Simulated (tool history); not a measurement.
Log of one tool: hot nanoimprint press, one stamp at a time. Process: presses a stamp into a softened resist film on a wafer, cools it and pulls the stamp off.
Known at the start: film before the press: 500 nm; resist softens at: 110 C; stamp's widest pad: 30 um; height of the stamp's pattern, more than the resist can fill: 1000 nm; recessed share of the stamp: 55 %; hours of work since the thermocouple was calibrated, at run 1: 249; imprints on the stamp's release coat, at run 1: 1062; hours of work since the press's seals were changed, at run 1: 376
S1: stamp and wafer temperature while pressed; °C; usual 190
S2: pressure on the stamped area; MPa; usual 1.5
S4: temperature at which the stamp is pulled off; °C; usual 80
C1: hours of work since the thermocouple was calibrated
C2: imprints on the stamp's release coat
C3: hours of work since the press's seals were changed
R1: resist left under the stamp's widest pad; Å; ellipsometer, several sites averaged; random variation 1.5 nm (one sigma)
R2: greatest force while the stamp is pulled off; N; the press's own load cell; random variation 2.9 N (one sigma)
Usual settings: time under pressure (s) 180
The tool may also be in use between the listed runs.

Run 1, hour 0: usual settings; C1 249; C2 1062; C3 376. Result: R1 2532 Å, R2 156 N.
Run 2, hour 16.2: usual settings but S1 189 °C; C1 261; C2 1105; C3 388. Result: R1 2662 Å, R2 162 N.
Run 3, hour 52.9: usual settings but time under pressure (s) 153; C1 289; C2 1201; C3 415. Result: R1 2693 Å, R2 164 N.
Run 4, hour 81.9: usual settings; C1 310; C2 1277; C3 437. Result: R1 2571 Å, R2 164 N.
Run 5, hour 109.3: usual settings; C1 330; C2 1349; C3 457. Result: R1 2571 Å, R2 172 N.
Run 6, hour 141.2: usual settings; C1 354; C2 1432; C3 481. Result: R1 2589 Å, R2 172 N.
Run 7, hour 159: usual settings; C1 367; C2 1479; C3 494. Result: R1 2586 Å, R2 172 N.
Run 8, hour 190.9: usual settings; C1 391; C2 1562; C3 518. Result: R1 2603 Å, R2 176 N.
At hour 232.2: stamp cleaned and given a new release coat.
Run 9, hour 234.1: usual settings; C1 419; C2 5; C3 545. Result: R1 2605 Å, R2 130 N.
At hour 238.8: plate thermocouple calibrated.
Run 10, hour 255.3: usual settings but S2 0.91 MPa; C1 12; C2 52; C3 559. Result: R1 3344 Å, R2 134 N.
Run 11, hour 289: usual settings; C1 37; C2 141; C3 584. Result: R1 2685 Å, R2 141 N.
Run 12, hour 326.7: usual settings; C1 65; C2 239; C3 612. Result: R1 2678 Å, R2 141 N.
Run 13, hour 356.3: usual settings; C1 87; C2 317; C3 633. Result: R1 2693 Å, R2 144 N.
Run 14, hour 380.5: usual settings; C1 105; C2 380; C3 651. Result: R1 2716 Å, R2 142 N.
At hour 395.4: plate thermocouple calibrated, once more.
Run 15, hour 421.1: usual settings; C1 19; C2 479; C3 679. Result: R1 2491 Å, R2 145 N.
Run 16, hour 456.2: usual settings but S1 202 °C, S4 78 °C; C1 45; C2 570; C3 705. Result: R1 1638 Å, R2 150 N.
Run 17, hour 487.6: usual settings but S1 189 °C, S2 1.16 MPa, time under pressure (s) 203, S4 83 °C; C1 68; C2 653; C3 729. Result: R1 2858 Å, R2 146 N.
Run 18, hour 524.1: usual settings but S4 88 °C; C1 95; C2 748; C3 756. Result: R1 2504 Å, R2 145 N.
Run 19, hour 552.3: usual settings but S2 1.09 MPa, time under pressure (s) 98, S4 88 °C; C1 116; C2 822; C3 777. Result: R1 3459 Å, R2 143 N.
Run 20, hour 573.3: usual settings but S2 1.09 MPa, time under pressure (s) 98, S4 88 °C; C1 132; C2 877; C3 792. Result: R1 3491 Å, R2 148 N.
Run 21, hour 598.3: usual settings but S2 1.4 MPa, time under pressure (s) 98, S4 77 °C; C1 150; C2 943; C3 811. Result: R1 3096 Å, R2 163 N.
Run 22, hour 627.7: usual settings but S2 1.4 MPa, time under pressure (s) 98, S4 77 °C; C1 172; C2 1020; C3 832. Result: R1 3125 Å, R2 161 N.
Run 23, hour 663.1: usual settings but S1 194 °C, S2 1.4 MPa, time under pressure (s) 272, S4 77 °C; C1 198; C2 1112; C3 859. Result: R1 2017 Å, R2 168 N.
At hour 685.3: press's hydraulic seals changed and the load cell set to zero.
Run 24, hour 688.6: usual settings but S2 1.79 MPa; C1 211; C2 1158; C3 2. Result: R1 2292 Å, R2 165 N.
Run 25, hour 706.3: usual settings but S2 1.79 MPa; C1 225; C2 1204; C3 16. Result: R1 2258 Å, R2 167 N.
Run 26, hour 740.5: usual settings but S1 202 °C, S2 1.79 MPa, time under pressure (s) 202; C1 250; C2 1294; C3 41. Result: R1 1430 Å, R2 166 N.
Run 27, hour 767.2: usual settings but S1 202 °C, S2 1.79 MPa, time under pressure (s) 93; C1 270; C2 1364; C3 61. Result: R1 1850 Å, R2 169 N.
Run 28, hour 790.7: usual settings but S1 178 °C, time under pressure (s) 163; C1 287; C2 1426; C3 78. Result: R1 3916 Å, R2 171 N.
Run 29, hour 812.4: usual settings but S1 178 °C, time under pressure (s) 121; C1 303; C2 1482; C3 94. Result: R1 4102 Å, R2 173 N.

Forecast each of these 4 alternatives for the next run:
Run A, hour 836.6: usual settings but S1 186 °C, time under pressure (s) 231; C1 321; C2 1546; C3 112. Result: R1 ?, R2 ?.
Run B, hour 836.6: usual settings but S1 187 °C, time under pressure (s) 132; C1 321; C2 1546; C3 112. Result: R1 ?, R2 ?.
Run C, hour 836.6: usual settings but S1 178 °C, time under pressure (s) 96, S4 77 °C; C1 321; C2 1546; C3 112. Result: R1 ?, R2 ?.
Run D, hour 836.6: usual settings but S1 188 °C, time under pressure (s) 210, S4 84 °C; C1 321; C2 1546; C3 112. Result: R1 ?, R2 ?.

run    R1   R2
  A  2736  172
  B  3113  174
  C  4203  176
  D  2627  170
Without the tool's hidden state the same runs would have given:
run    R1   R2
  A  2610  132
  B  2983  134
  C  4096  135
  D  2505  130
